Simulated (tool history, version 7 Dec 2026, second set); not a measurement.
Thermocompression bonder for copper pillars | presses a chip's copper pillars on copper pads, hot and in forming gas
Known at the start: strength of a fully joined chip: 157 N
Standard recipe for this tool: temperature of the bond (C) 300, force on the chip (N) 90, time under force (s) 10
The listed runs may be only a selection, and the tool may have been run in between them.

run	hour	temperature of the bond (C)	force on the chip (N)	time under force (s)	force that shears a chip off (N)
1	0	300	90	10	82.5
2	71.1	300	90	10	80.8
3	134.2	300	64	10	58.3
4	175.7	300	64	10	58.6
5	224.2	300	90	10	79.7
6	281.6	300	90	10	79.5
7	322.3	300	90	10	79.6
8	379.8	300	90	10	77.4
9	459.8	300	90	17	91.3
10	540.7	300	90	17	90.3
# hour 555.2: force cell calibrated
11	586.3	300	90	17	88.2
12	637.1	300	90	17	88.3
13	681.5	300	90	17	86.6
# hour 712.5: forming gas filter changed
14	753.1	300	90	17	92.7
15	827.1	300	90	29	106.8
16	885.4	300	66	19	71.1
17	946.2	302	73	15	73.5
18	1007.6	329	80	29	118.5
# hour 1023.6: force cell calibrated, once more
19	1055.3	329	80	29	124.7
20	1105	321	123	10	117.3
21	1155.2	300	99	6	72.3
22	1191	314	130	9	112.6
23	1259.1	314	130	9	113.3
24	1340.1	314	126	9	110
25	1419.2	314	128	10	112.6
26	1460.1	324	75	5	65
# hour 1478.1: forming gas filter changed
27	1513	324	75	5	67.3
28	1578.5	300	90	8	72.1
29	1616.8	300	135	10	108.7

Table of differences, measured result less the result of that run with no hidden state. Run-to-run variation is the same in both. Gauge scatter possibly is not:
What the log doesn't record here: true temperature of the bond over the reading, C; force that reaches the chip, % of what is set; oxide that the forming gas leaves, % of the face; drift of the gauge itself on shear_n, %.
run	force that shears a chip off (N)
1	-3.3
2	-4.2
3	-4.1
4	-4.5
5	-6
6	-6.7
7	-7.2
8	-7.8
9	-9.6
10	-10.4
11	-12.7
12	-13.4
13	-13.9
14	-9.6
15	-10.4
16	-10.2
17	-11.1
18	-11.7
19	-6.3
20	-6.9
21	-6.7
22	-8.2
23	-9.4
24	-10.5
25	-11.5
26	-9
27	-5.7
28	-6.9
29	-8.1
